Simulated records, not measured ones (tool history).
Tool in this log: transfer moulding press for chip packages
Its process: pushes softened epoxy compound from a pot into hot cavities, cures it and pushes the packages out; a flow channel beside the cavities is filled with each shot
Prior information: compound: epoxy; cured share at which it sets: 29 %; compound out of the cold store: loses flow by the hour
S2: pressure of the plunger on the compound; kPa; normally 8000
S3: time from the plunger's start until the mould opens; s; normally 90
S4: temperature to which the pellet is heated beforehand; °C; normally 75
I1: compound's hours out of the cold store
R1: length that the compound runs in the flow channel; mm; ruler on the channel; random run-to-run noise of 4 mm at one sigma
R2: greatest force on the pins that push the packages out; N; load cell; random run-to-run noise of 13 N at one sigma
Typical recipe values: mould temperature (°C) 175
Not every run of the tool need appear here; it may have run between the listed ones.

{"run": 1, "hour": 0.0, "mould temperature (°C)": 175, "S2": 8000, "S3": 90, "S4": 75, "I1": 21.4, "R1": 796, "R2": 689}
{"run": 2, "hour": 13.7, "mould temperature (°C)": 175, "S2": 8000, "S3": 90, "S4": 75, "I1": 29.0, "R1": 755, "R2": 778}
{"run": 3, "hour": 25.7, "mould temperature (°C)": 175, "S2": 8000, "S3": 90, "S4": 67, "I1": 47.7, "R1": 673, "R2": 837}
{"run": 4, "hour": 34.7, "mould temperature (°C)": 175, "S2": 8000, "S3": 90, "S4": 75, "I1": 43.9, "R1": 693, "R2": 894}
{"run": 5, "hour": 44.3, "mould temperature (°C)": 175, "S2": 8000, "S3": 90, "S4": 75, "I1": 8.1, "R1": 971, "R2": 986}
{"run": 6, "hour": 59.5, "mould temperature (°C)": 175, "S2": 8000, "S3": 90, "S4": 75, "I1": 23.4, "R1": 881, "R2": 1012}
{"run": 7, "hour": 74.1, "mould temperature (°C)": 175, "S2": 8000, "S3": 90, "S4": 75, "I1": 34.1, "R1": 819, "R2": 1021}
{"run": 8, "hour": 87.9, "mould temperature (°C)": 175, "S2": 8000, "S3": 90, "S4": 75, "I1": 35.6, "R1": 805, "R2": 711}
{"run": 9, "hour": 101.4, "mould temperature (°C)": 175, "S2": 8000, "S3": 90, "S4": 75, "I1": 38.5, "R1": 790, "R2": 767}
{"run": 10, "hour": 115.1, "mould temperature (°C)": 175, "S2": 8000, "S3": 90, "S4": 75, "I1": 34.7, "R1": 811, "R2": 893}
{"run": 11, "hour": 123.8, "mould temperature (°C)": 175, "S2": 8000, "S3": 90, "S4": 75, "I1": 21.6, "R1": 882, "R2": 927}
{"run": 12, "hour": 134.8, "mould temperature (°C)": 175, "S2": 8000, "S3": 90, "S4": 75, "I1": 24.2, "R1": 860, "R2": 965}
{"run": 13, "hour": 141.2, "mould temperature (°C)": 175, "S2": 8000, "S3": 90, "S4": 75, "I1": 24.3, "R1": 862, "R2": 1005}
{"run": 14, "hour": 155.9, "mould temperature (°C)": 175, "S2": 8000, "S3": 90, "S4": 75, "I1": 38.5, "R1": 788, "R2": 1033}
{"run": 15, "hour": 169.1, "mould temperature (°C)": 181, "S2": 8000, "S3": 127, "S4": 75, "I1": 9.7, "R1": 920, "R2": 499}
{"run": 16, "hour": 180.6, "mould temperature (°C)": 177, "S2": 6450, "S3": 82, "S4": 84, "I1": 20.0, "R1": 782, "R2": 848}
{"run": 17, "hour": 194.7, "mould temperature (°C)": 175, "S2": 9390, "S3": 116, "S4": 71, "I1": 28.9, "R1": 900, "R2": 649}
{"run": 18, "hour": 203.9, "mould temperature (°C)": 175, "S2": 9390, "S3": 116, "S4": 71, "I1": 22.9, "R1": 926, "R2": 689}
{"run": 19, "hour": 210.7, "mould temperature (°C)": 175, "S2": 8190, "S3": 116, "S4": 79, "I1": 17.3, "R1": 902, "R2": 699}
{"run": 20, "hour": 224.0, "mould temperature (°C)": 175, "S2": 8190, "S3": 116, "S4": 79, "I1": 35.3, "R1": 803, "R2": 722}
{"run": 21, "hour": 238.8, "mould temperature (°C)": 175, "S2": 8190, "S3": 116, "S4": 79, "I1": 32.3, "R1": 812, "R2": 786}
{"run": 22, "hour": 247.5, "mould temperature (°C)": 175, "S2": 8190, "S3": 120, "S4": 79, "I1": 40.9, "R1": 771, "R2": 493}
{"run": 23, "hour": 257.2, "mould temperature (°C)": 174, "S2": 8000, "S3": 98, "S4": 75, "I1": 9.8, "R1": 933, "R2": 729}
{"run": 24, "hour": 269.6, "mould temperature (°C)": 170, "S2": 8090, "S3": 110, "S4": 70, "I1": 8.4, "R1": 955, "R2": 865}
{"run": 25, "hour": 277.0, "mould temperature (°C)": 172, "S2": 8260, "S3": 83, "S4": 75, "I1": 42.7, "R1": 778, "R2": 1261}
{"run": 26, "hour": 289.3, "mould temperature (°C)": 172, "S2": 8260, "S3": 83, "S4": 75, "I1": 30.5, "R1": 832, "R2": 1431}
{"run": 27, "hour": 297.4, "mould temperature (°C)": 172, "S2": 8260, "S3": 83, "S4": 79, "I1": 23.5, "R1": 870, "R2": 1527}

Withheld: 4 entries from between the runs. Position of each, and hidden state at the listed run before versus the listed run after:
Logged between run 4 and run 5: plunger's sealing rings changed (hour 44.2)
  true mould temperature over the reading, C: -0.58 -> -0.59; pressure that reaches the compound, % of what is set: 78.28 -> 99.57; grip of the stained cavities, % over clean ones': 43.7 -> 48.7
  the result without the hidden state subtracted from the measured one, R1: -88 -> +0 mm; R2: +289 -> +349 N
Logged between run 7 and run 8: cavities cleaned with cleaning compound and waxed (hour 82.5)
  true mould temperature over the reading, C: -0.62 -> -0.63; pressure that reaches the compound, % of what is set: 98.5 -> 98.09; grip of the stained cavities, % over clean ones': 63.4 -> 9.7
  the result without the hidden state subtracted from the measured one, R1: -4 -> -6 mm; R2: +416 -> +86 N
Logged between run 14 and run 15: cavities cleaned with cleaning compound and waxed (hour 162.7)
  true mould temperature over the reading, C: -0.7 -> -0.71; pressure that reaches the compound, % of what is set: 95.64 -> 95.21; grip of the stained cavities, % over clean ones': 62.5 -> 10.5
  the result without the hidden state subtracted from the measured one, R1: -16 -> -20 mm; R2: +423 -> +47 N
Logged between run 21 and run 22: cavities cleaned with cleaning compound and waxed (hour 242.8)
  pressure that reaches the compound, % of what is set: 92.71 -> 92.45; grip of the stained cavities, % over clean ones': 63.8 -> 8
  the result without the hidden state subtracted from the measured one, R1: -29 -> -28 mm; R2: +311 -> +40 N

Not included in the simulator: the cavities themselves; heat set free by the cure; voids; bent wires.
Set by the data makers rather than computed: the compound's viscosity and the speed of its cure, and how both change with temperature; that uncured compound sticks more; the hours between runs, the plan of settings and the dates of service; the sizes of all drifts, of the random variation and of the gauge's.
